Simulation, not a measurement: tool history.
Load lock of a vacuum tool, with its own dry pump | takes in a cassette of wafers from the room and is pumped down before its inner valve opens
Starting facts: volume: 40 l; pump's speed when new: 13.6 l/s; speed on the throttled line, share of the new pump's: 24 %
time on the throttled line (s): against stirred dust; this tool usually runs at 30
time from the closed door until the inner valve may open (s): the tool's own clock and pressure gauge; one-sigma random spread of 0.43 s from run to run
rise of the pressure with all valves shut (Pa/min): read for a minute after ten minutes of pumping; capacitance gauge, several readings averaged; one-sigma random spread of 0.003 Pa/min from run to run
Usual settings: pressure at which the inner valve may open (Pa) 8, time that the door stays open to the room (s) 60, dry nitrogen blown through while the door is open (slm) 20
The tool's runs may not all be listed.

run	hour	time on the throttled line (s)	pressure at which the inner valve may open (Pa)	time that the door stays open to the room (s)	dry nitrogen blown through while the door is open (slm)	incoming humidity of the room's air, %	time from the closed door until the inner valve may open (s)	rise of the pressure with all valves shut (Pa/min)
1	0	30	8	60	20	46.6	51.6	0.043
2	251.2	30	8	151	20	47.1	51.8	0.065
3	434.9	30	8	151	20	45.2	51.5	0.058
4	747.5	30	8	151	20	44.5	51.6	0.066
5	992	30	8	151	20	47.5	51.9	0.065
6	1300.1	30	8	60	20	43.2	52.1	0.047
7	1578.2	30	8	60	9	44.8	52.6	0.059
8	1866.1	30	8	60	9	43.9	52.6	0.066
9	2197.9	30	8	60	9	45.2	52.7	0.063
10	2367.7	30	8	57	20	42.5	52.5	0.05
11	2700	30	8	57	20	46.1	53.1	0.06
12	2999.2	30	8	60	20	44.5	51.9	0.059
13	3342.4	30	8	88	20	44.2	53.8	0.066
14	3714.7	30	8	88	20	45.7	53.6	0.078
15	4013.3	30	8	88	20	44.1	53	0.077
16	4401.5	30	8	85	20	46.6	53.4	0.077
17	4759.9	30	8	85	20	45	53.9	0.084
18	5159.7	30	8	85	20	47.3	53.6	0.084
19	5329	30	8	85	20	46.4	54.4	0.086
20	5552.7	30	15	108	5	45.3	52.2	0.132
21	5876.9	24	8	107	20	46.1	50.2	0.097
22	6064.1	27	8	180	20	46.9	51.6	0.117
23	6282.7	27	11	49	20	45.6	51.6	0.088
24	6626.6	30	10	140	20	46.8	54.5	0.117
25	6839	54	8	98	8	47.4	73	0.124
26	7179.3	54	8	36	6	45.9	73.3	0.103
27	7355.5	27	9	27	11	44.9	52.9	0.099
28	7720.1	35	8	29	20	45	59.2	0.094
29	8135.8	30	7	146	20	46.5	56.5	0.131
30	8315.5	30	7	146	20	46	56.7	0.127
31	8674.8	30	8	177	22	47.2	55.8	0.144
32	9032.5	24	8	60	20	47.6	52.6	0.125
33	9273	22	14	60	21	40.8	49.1	0.122
34	9690.1	30	8	90	20	45.1	57.3	0.14
35	10057	30	8	46	20	45.6	57.4	0.134
36	10387.6	30	8	67	17	45.7	58	0.139
37	10739.7	19	13	67	17	45.7	48.1	0.151
38	11052.9	53	8	77	4	47.4	73.5	0.178

3 options for the next run, each taken on its own from the tool as it stands now. Forecast them:
# hour 11195.6: dry pump taken out, an overhauled one fitted
A	11339.7	47	14	77	4	43.7	?	?
# hour 11195.6: dry pump taken out, an overhauled one fitted
B	11339.7	18	8	77	4	44.7	?	?
# hour 11195.6: dry pump taken out, an overhauled one fitted
C	11339.7	16	7	60	22	46.5	?	?

run	time from the closed door until the inner valve may open (s)	rise of the pressure with all valves shut (Pa/min)
A	62.5	0.18
B	42.5	0.182
C	40.8	0.15
With the hidden condition removed and each run's random variation left untouched, the same runs would have given:
run	time from the closed door until the inner valve may open (s)	rise of the pressure with all valves shut (Pa/min)
A	62.3	0.059
B	42.2	0.06
C	40.5	0.027
